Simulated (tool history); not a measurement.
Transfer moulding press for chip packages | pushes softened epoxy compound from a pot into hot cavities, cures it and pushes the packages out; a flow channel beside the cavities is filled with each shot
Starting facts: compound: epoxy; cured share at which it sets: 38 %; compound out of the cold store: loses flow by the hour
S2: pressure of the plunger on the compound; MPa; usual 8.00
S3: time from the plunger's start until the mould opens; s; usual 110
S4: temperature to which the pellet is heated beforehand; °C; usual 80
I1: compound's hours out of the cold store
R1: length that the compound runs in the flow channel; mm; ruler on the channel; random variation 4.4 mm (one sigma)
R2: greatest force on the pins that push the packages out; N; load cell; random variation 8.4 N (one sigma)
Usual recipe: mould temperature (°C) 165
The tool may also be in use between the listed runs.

{"run": 1, "hour": 0.0, "mould temperature (°C)": 165, "S2": 8.0, "S3": 110, "S4": 80, "I1": 47.7, "R1": 447, "R2": 640}
{"run": 2, "hour": 5.5, "mould temperature (°C)": 162, "S2": 8.0, "S3": 110, "S4": 80, "I1": 13.9, "R1": 510, "R2": 781}
{"run": 3, "hour": 14.8, "mould temperature (°C)": 162, "S2": 8.0, "S3": 110, "S4": 80, "I1": 38.7, "R1": 471, "R2": 755}
{"run": 4, "hour": 25.3, "mould temperature (°C)": 162, "S2": 8.0, "S3": 110, "S4": 80, "I1": 31.8, "R1": 477, "R2": 827}
{"run": 5, "hour": 30.1, "mould temperature (°C)": 165, "S2": 8.0, "S3": 110, "S4": 80, "I1": 39.3, "R1": 461, "R2": 766}
{"run": 6, "hour": 37.6, "mould temperature (°C)": 165, "S2": 8.0, "S3": 110, "S4": 80, "I1": 29.8, "R1": 472, "R2": 751}
{"run": 7, "hour": 45.4, "mould temperature (°C)": 165, "S2": 8.0, "S3": 110, "S4": 80, "I1": 37.2, "R1": 468, "R2": 796}
{"run": 8, "hour": 50.8, "mould temperature (°C)": 165, "S2": 8.0, "S3": 110, "S4": 80, "I1": 12.6, "R1": 514, "R2": 819}
{"run": 9, "hour": 55.5, "mould temperature (°C)": 157, "S2": 8.0, "S3": 110, "S4": 80, "I1": 10.0, "R1": 521, "R2": 1232}
{"run": 10, "hour": 61.3, "mould temperature (°C)": 157, "S2": 8.6, "S3": 110, "S4": 80, "I1": 46.2, "R1": 483, "R2": 1123}
{"hour": 64.9, "done": "cavities cleaned with cleaning compound and waxed"}
{"run": 11, "hour": 72.4, "mould temperature (°C)": 159, "S2": 8.0, "S3": 110, "S4": 80, "I1": 24.2, "R1": 489, "R2": 637}
{"run": 12, "hour": 77.1, "mould temperature (°C)": 159, "S2": 8.0, "S3": 110, "S4": 80, "I1": 15.7, "R1": 509, "R2": 703}
{"run": 13, "hour": 87.4, "mould temperature (°C)": 159, "S2": 8.0, "S3": 106, "S4": 80, "I1": 20.5, "R1": 504, "R2": 873}
{"run": 14, "hour": 92.1, "mould temperature (°C)": 159, "S2": 8.0, "S3": 106, "S4": 80, "I1": 30.9, "R1": 480, "R2": 906}
{"run": 15, "hour": 99.1, "mould temperature (°C)": 159, "S2": 8.0, "S3": 106, "S4": 80, "I1": 24.0, "R1": 490, "R2": 945}
{"run": 16, "hour": 108.5, "mould temperature (°C)": 165, "S2": 9.9, "S3": 110, "S4": 80, "I1": 12.3, "R1": 558, "R2": 711}
{"run": 17, "hour": 118.3, "mould temperature (°C)": 165, "S2": 9.9, "S3": 110, "S4": 80, "I1": 11.9, "R1": 553, "R2": 741}
{"run": 18, "hour": 123.4, "mould temperature (°C)": 165, "S2": 9.9, "S3": 110, "S4": 80, "I1": 26.0, "R1": 540, "R2": 769}
{"run": 19, "hour": 132.0, "mould temperature (°C)": 165, "S2": 9.9, "S3": 110, "S4": 80, "I1": 29.3, "R1": 531, "R2": 793}
{"run": 20, "hour": 139.9, "mould temperature (°C)": 165, "S2": 8.0, "S3": 110, "S4": 74, "I1": 34.1, "R1": 471, "R2": 775}
{"run": 21, "hour": 148.6, "mould temperature (°C)": 159, "S2": 7.84, "S3": 110, "S4": 74, "I1": 16.2, "R1": 487, "R2": 1094}
{"hour": 159.8, "done": "cavities cleaned with cleaning compound and waxed"}
{"run": 22, "hour": 160.5, "mould temperature (°C)": 159, "S2": 7.84, "S3": 110, "S4": 74, "I1": 17.6, "R1": 500, "R2": 543}
{"run": 23, "hour": 167.5, "mould temperature (°C)": 165, "S2": 8.94, "S3": 123, "S4": 90, "I1": 20.2, "R1": 513, "R2": 462}
{"run": 24, "hour": 172.5, "mould temperature (°C)": 165, "S2": 9.92, "S3": 93, "S4": 77, "I1": 42.7, "R1": 499, "R2": 675}
{"run": 25, "hour": 183.2, "mould temperature (°C)": 168, "S2": 8.0, "S3": 110, "S4": 80, "I1": 26.0, "R1": 470, "R2": 567}
{"run": 26, "hour": 189.8, "mould temperature (°C)": 168, "S2": 8.0, "S3": 110, "S4": 80, "I1": 30.6, "R1": 460, "R2": 614}
{"run": 27, "hour": 195.8, "mould temperature (°C)": 168, "S2": 8.0, "S3": 110, "S4": 80, "I1": 30.5, "R1": 461, "R2": 652}
{"run": 28, "hour": 200.4, "mould temperature (°C)": 173, "S2": 6.3, "S3": 110, "S4": 80, "I1": 44.2, "R1": 391, "R2": 630}
{"run": 29, "hour": 204.9, "mould temperature (°C)": 169, "S2": 6.3, "S3": 110, "S4": 80, "I1": 21.2, "R1": 435, "R2": 633}

4 ways to go on from here, each from the tool as it stands after run 29. What would each give?
{"run": "A", "hour": 215.5, "mould temperature (°C)": 161, "S2": 6.3, "S3": 110, "S4": 82, "I1": 25.3, "R1": "?", "R2": "?"}
{"run": "B", "hour": 215.5, "mould temperature (°C)": 169, "S2": 6.3, "S3": 110, "S4": 75, "I1": 9.7, "R1": "?", "R2": "?"}
{"run": "C", "hour": 215.5, "mould temperature (°C)": 169, "S2": 6.21, "S3": 110, "S4": 80, "I1": 21.0, "R1": "?", "R2": "?"}
{"run": "D", "hour": 215.5, "mould temperature (°C)": 165, "S2": 6.26, "S3": 110, "S4": 80, "I1": 10.8, "R1": "?", "R2": "?"}

run=A R1=423 R2=881
run=B R1=435 R2=719
run=C R1=413 R2=681
run=D R1=440 R2=764
Take away the tool's hidden state, keep each run's random variation, and the runs would have read:
run=A R1=456 R2=425
run=B R1=470 R2=354
run=C R1=446 R2=337
run=D R1=474 R2=373

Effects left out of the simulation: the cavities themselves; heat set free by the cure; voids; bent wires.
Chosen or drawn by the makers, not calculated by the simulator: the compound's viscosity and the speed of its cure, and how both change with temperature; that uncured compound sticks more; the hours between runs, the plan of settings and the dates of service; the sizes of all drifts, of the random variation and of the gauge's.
